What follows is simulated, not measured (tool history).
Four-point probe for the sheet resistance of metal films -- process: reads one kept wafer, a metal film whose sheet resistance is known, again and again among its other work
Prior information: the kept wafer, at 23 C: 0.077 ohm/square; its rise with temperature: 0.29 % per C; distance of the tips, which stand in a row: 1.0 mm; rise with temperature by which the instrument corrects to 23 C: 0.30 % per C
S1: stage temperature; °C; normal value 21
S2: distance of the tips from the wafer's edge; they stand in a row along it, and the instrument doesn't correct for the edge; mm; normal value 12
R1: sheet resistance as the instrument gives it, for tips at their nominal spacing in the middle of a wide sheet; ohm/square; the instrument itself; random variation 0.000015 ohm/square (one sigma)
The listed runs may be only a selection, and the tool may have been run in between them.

| run | day | S1 | S2 | R1 |
|---|---|---|---|---|
| 1 | 0.000 | 21 | 12 | 0.078042 |
| 2 | 1.262 | 21 | 16 | 0.077892 |
| 3 | 2.392 | 21 | 16 | 0.077940 |
| 4 | 4.012 | 21 | 9 | 0.078317 |
| 5 | 6.233 | 21 | 12 | 0.078091 |
| 6 | 7.417 | 21 | 7 | 0.078652 |
| 7 | 9.025 | 21 | 7 | 0.078680 |
| 8 | 10.871 | 21 | 7 | 0.078723 |
| 9 | 13.312 | 21 | 37 | 0.077912 |
| 10 | 14.692 | 21 | 12 | 0.078207 |
| 11 | 15.946 | 21 | 12 | 0.078209 |
| 12 | 17.238 | 21 | 12 | 0.078204 |
| 13 | 18.979 | 21 | 12 | 0.078241 |
| 14 | 20.392 | 22 | 12 | 0.078238 |
| 15 | 22.038 | 22 | 12 | 0.078250 |
| 16 | 23.292 | 21 | 12 | 0.078276 |
| 17 | 25.108 | 21 | 12 | 0.078302 |
| 18 | 26.583 | 21 | 12 | 0.078327 |
| 19 | 28.579 | 21 | 12 | 0.078304 |
| 20 | 30.067 | 21 | 7 | 0.078892 |
| 21 | 32.708 | 30 | 7 | 0.078831 |
| 22 | 34.308 | 30 | 7 | 0.078817 |
| 23 | 36.154 | 25 | 3 | 0.082465 |
| 24 | 37.829 | 32 | 56 | 0.078050 |
| 25 | 39.450 | 26 | 33 | 0.078163 |
| 26 | 40.767 | 32 | 4 | 0.080596 |
| 27 | 43.317 | 21 | 50 | 0.078223 |
| 28 | 45.538 | 18 | 10 | 0.078685 |
| 29 | 47.629 | 18 | 10 | 0.078708 |
|  | 48.075 | new probe head fitted |
| 30 | 49.683 | 21 | 20 | 0.077408 |
| 31 | 51.800 | 19 | 61 | 0.077349 |
| 32 | 53.179 | 19 | 61 | 0.077387 |
| 33 | 54.254 | 23 | 4 | 0.079852 |
| 34 | 56.046 | 18 | 3 | 0.081746 |

Run 35 comes next. What will it give?
| 35 | 57.779 | 29 | 8 | ? |

Run 35 came out at R1 0.077952 ohm/square.
The same run, on a tool lacking any hidden state, would have yielded R1 0.077577 ohm/square.

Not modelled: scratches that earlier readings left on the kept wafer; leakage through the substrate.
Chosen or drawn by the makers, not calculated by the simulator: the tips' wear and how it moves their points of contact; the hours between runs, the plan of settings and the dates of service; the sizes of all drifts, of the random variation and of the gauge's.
